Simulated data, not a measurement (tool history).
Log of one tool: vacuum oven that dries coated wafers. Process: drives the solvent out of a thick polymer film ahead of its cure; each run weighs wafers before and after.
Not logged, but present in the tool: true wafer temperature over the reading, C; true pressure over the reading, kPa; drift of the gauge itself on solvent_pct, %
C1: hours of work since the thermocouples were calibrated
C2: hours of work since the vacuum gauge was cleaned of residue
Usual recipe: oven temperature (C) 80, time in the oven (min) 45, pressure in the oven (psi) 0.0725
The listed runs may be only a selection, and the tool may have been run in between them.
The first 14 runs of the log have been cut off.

{"run": 15, "day": 10.583, "oven temperature (C)": 80, "time in the oven (min)": 45, "pressure in the oven (psi)": 0.0483, "C1": 1137, "C2": 211, "solvent left in the film (%)": 0.79}
{"run": 16, "day": 11.483, "oven temperature (C)": 80, "time in the oven (min)": 45, "pressure in the oven (psi)": 0.0725, "C1": 1146, "C2": 220, "solvent left in the film (%)": 0.8}
{"run": 17, "day": 12.162, "oven temperature (C)": 80, "time in the oven (min)": 45, "pressure in the oven (psi)": 0.1761, "C1": 1154, "C2": 228, "solvent left in the film (%)": 1.13}
{"run": 18, "day": 12.875, "oven temperature (C)": 80, "time in the oven (min)": 45, "pressure in the oven (psi)": 0.0854, "C1": 1161, "C2": 235, "solvent left in the film (%)": 0.91}
{"run": 19, "day": 13.338, "oven temperature (C)": 80, "time in the oven (min)": 45, "pressure in the oven (psi)": 0.0854, "C1": 1166, "C2": 240, "solvent left in the film (%)": 0.91}
{"run": 20, "day": 13.771, "oven temperature (C)": 80, "time in the oven (min)": 45, "pressure in the oven (psi)": 0.0854, "C1": 1171, "C2": 245, "solvent left in the film (%)": 0.9}
{"run": 21, "day": 14.7, "oven temperature (C)": 80, "time in the oven (min)": 24, "pressure in the oven (psi)": 0.0725, "C1": 1181, "C2": 255, "solvent left in the film (%)": 2.75}
{"run": 22, "day": 15.621, "oven temperature (C)": 80, "time in the oven (min)": 24, "pressure in the oven (psi)": 0.0725, "C1": 1191, "C2": 265, "solvent left in the film (%)": 2.72}
{"run": 23, "day": 16.108, "oven temperature (C)": 80, "time in the oven (min)": 45, "pressure in the oven (psi)": 0.0725, "C1": 1196, "C2": 270, "solvent left in the film (%)": 0.9}
{"run": 24, "day": 16.908, "oven temperature (C)": 69, "time in the oven (min)": 45, "pressure in the oven (psi)": 0.0725, "C1": 1205, "C2": 279, "solvent left in the film (%)": 2.36}
{"run": 25, "day": 17.475, "oven temperature (C)": 77, "time in the oven (min)": 42, "pressure in the oven (psi)": 0.0725, "C1": 1211, "C2": 285, "solvent left in the film (%)": 1.37}
{"run": 26, "day": 17.896, "oven temperature (C)": 80, "time in the oven (min)": 68, "pressure in the oven (psi)": 0.2377, "C1": 1215, "C2": 289, "solvent left in the film (%)": 0.77}
{"run": 27, "day": 18.896, "oven temperature (C)": 80, "time in the oven (min)": 60, "pressure in the oven (psi)": 0.0756, "C1": 1226, "C2": 300, "solvent left in the film (%)": 0.47}
{"run": 28, "day": 19.767, "oven temperature (C)": 68, "time in the oven (min)": 45, "pressure in the oven (psi)": 0.1037, "C1": 1236, "C2": 310, "solvent left in the film (%)": 2.75}
{"run": 29, "day": 20.558, "oven temperature (C)": 81, "time in the oven (min)": 78, "pressure in the oven (psi)": 0.1127, "C1": 1244, "C2": 318, "solvent left in the film (%)": 0.38}
{"run": 30, "day": 21.292, "oven temperature (C)": 83, "time in the oven (min)": 55, "pressure in the oven (psi)": 0.2035, "C1": 1252, "C2": 326, "solvent left in the film (%)": 0.67}
{"run": 31, "day": 21.75, "oven temperature (C)": 75, "time in the oven (min)": 24, "pressure in the oven (psi)": 0.0725, "C1": 1257, "C2": 331, "solvent left in the film (%)": 3.72}

Run 32 is up next; what results do you expect?
{"run": 32, "day": 22.429, "oven temperature (C)": 80, "time in the oven (min)": 67, "pressure in the oven (psi)": 0.0725, "C1": 1264, "C2": 338, "solvent left in the film (%)": "?"}

{"run 32": {"solvent left in the film (%)": 0.4}}
Minus the tool's unlogged condition, the same run would have read solvent left in the film (%) 0.26.
